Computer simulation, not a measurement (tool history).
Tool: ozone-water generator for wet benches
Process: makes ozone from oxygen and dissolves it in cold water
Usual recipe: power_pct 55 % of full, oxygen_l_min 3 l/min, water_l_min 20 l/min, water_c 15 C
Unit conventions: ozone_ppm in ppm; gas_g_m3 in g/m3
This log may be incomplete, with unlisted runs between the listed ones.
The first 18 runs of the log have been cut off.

run	day	power_pct	oxygen_l_min	water_l_min	water_c	ozone_ppm	gas_g_m3
19	63.9	62	3.2	20	10	13.5	141.9
20	66.929	44	5.22	18	10	12.5	86.4
21	71.412	57	4.76	18	9	15.2	111
22	76.208	72	2.12	18	9	14.7	192.8
23	80.821	43	2.12	26	15	6.7	128
24	85.338	43	2.12	26	15	6.4	128.1
25	89.954	55	3.15	15	15	14.5	128.6
26	93.667	81	3	20	17	15.2	178
27	96.796	70	3	20	15	13.5	159.1
28	99.954	55	5.34	20	15	12.5	101.3
29	102.762	55	5.34	28	19	8.9	100.9
30	107.275	85	4.03	23	14	15.2	160
31	112.429	55	1.91	31	15	6.2	163.1
32	115.567	79	3	20	10	15.6	173.9
33	119.217	79	3	20	10	15.5	174.4

What will run 34 give?
34	123.6	91	2	12	9	?	?

{"run 34": {"ozone_ppm": 24.4, "gas_g_m3": 234.9}}
The same run, on a tool lacking any hidden state, would have yielded ozone_ppm 26.3 ppm, gas_g_m3 251.5 g/m3.
